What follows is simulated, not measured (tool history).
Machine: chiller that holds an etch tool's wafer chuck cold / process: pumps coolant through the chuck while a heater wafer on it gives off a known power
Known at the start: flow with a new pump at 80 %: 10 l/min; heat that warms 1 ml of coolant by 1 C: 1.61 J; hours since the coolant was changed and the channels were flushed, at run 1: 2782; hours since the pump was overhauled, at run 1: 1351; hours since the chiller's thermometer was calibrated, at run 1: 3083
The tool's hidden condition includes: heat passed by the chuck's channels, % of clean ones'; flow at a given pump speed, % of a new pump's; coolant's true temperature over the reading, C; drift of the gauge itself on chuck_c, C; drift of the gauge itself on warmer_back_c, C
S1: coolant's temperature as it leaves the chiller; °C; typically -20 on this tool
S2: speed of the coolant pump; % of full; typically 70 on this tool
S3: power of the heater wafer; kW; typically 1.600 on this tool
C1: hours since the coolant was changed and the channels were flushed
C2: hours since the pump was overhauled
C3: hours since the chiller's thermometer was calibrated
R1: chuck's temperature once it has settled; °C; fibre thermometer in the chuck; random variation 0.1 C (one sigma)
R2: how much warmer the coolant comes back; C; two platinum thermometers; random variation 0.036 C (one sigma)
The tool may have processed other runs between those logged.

run	hour	S1	S2	S3	C1	C2	C3	R1	R2
1	0.0	-20	70	1.600	2782	1351	3083	3.5	7.04
2	45.9	-20	70	1.600	2828	1397	3129	3.6	7.00
3	73.5	-20	70	1.600	2855	1424	3156	3.6	6.98
4	110.3	-20	70	1.600	2892	1461	3193	3.5	6.98
5	153.3	-20	70	1.298	2935	1504	3236	-0.8	5.67
6	180.3	-20	70	1.298	2962	1531	3263	-0.8	5.64
7	206.9	-20	70	1.298	2989	1558	3290	-0.7	5.72
8	242.3	-25	70	1.298	3024	1593	3325	-5.8	5.69
9	272.4	-15	70	1.298	3054	1623	3355	4.4	5.71
10	297.9	-20	70	1.600	3080	1649	3381	3.6	7.04
11	324.7	-20	70	1.600	3106	1676	3408	3.7	7.03
12	349.4	-20	70	1.600	3131	1700	3432	3.6	7.09
13	389.7	-20	70	1.600	3171	1741	3473	3.8	7.02
14	439.6	-20	70	2.324	3221	1791	3523	14.4	10.26
15	467.0	-20	70	1.600	3249	1818	3550	3.9	7.09
16	515.2	-20	70	2.323	3297	1866	3598	14.4	10.23
17	563.7	-20	70	0.886	3345	1915	3647	-6.5	3.93
18	600.9	-20	70	0.886	3383	1952	3684	-6.5	3.96
19	639.6	-20	70	0.886	3421	1991	3723	-6.5	3.97
20	680.7	-21	99	1.600	3462	2032	3764	-1.8	4.97
21	733.1	-20	86	1.458	3515	2084	3816	-0.9	5.19
22	776.9	-22	90	1.600	3559	2128	3860	-1.6	5.45
23	821.8	-22	77	1.398	3604	2173	3905	-2.2	5.57
24	849.6	-28	70	1.600	3631	2201	3933	-4.1	7.11
25	876.4	-30	96	1.600	3658	2227	3959	-10.6	5.03
26	926.6	-17	67	0.955	3708	2278	4010	-1.9	4.43
27	965.3	-16	67	1.382	3747	2316	4048	5.5	6.44
28	1002.1	-21	79	1.600	3784	2353	4085	1.1	6.24
29	1046.2	-29	95	0.947	3828	2397	4129	-17.0	3.07
30	1082.4	-30	70	1.531	3864	2433	4165	-6.7	6.77
31	1131.3	-30	70	1.531	3913	2482	4214	-6.8	6.88
32	1187.3	-30	70	1.531	3969	2538	4270	-6.7	6.88
33	1232.2	-23	68	1.011	4014	2583	4315	-7.0	4.67

A few steps of R1 between consecutive runs. Split each: what settings, incoming material and random variation would produce without the hidden state, and what is left over for the hidden state, along with gauge scatter present in only one of the two compared results (measured, and without hidden state):
Run 13 -> 14: S3 1.600 -> 2.324. R1 +10.6 °C: hidden state +0.6, all else +10.0.
Run 16 -> 17: S3 2.323 -> 0.886. R1 -20.9 °C: hidden state -1.0, all else -19.9.
Run 28 -> 29: S1 -21 -> -29, S2 79 -> 95, S3 1.600 -> 0.947. R1 -18.1 °C: hidden state -0.7, all else -17.4.
Run 29 -> 30: S1 -29 -> -30, S2 95 -> 70, S3 0.947 -> 1.531. R1 +10.3 °C: hidden state +0.8, all else +9.5.

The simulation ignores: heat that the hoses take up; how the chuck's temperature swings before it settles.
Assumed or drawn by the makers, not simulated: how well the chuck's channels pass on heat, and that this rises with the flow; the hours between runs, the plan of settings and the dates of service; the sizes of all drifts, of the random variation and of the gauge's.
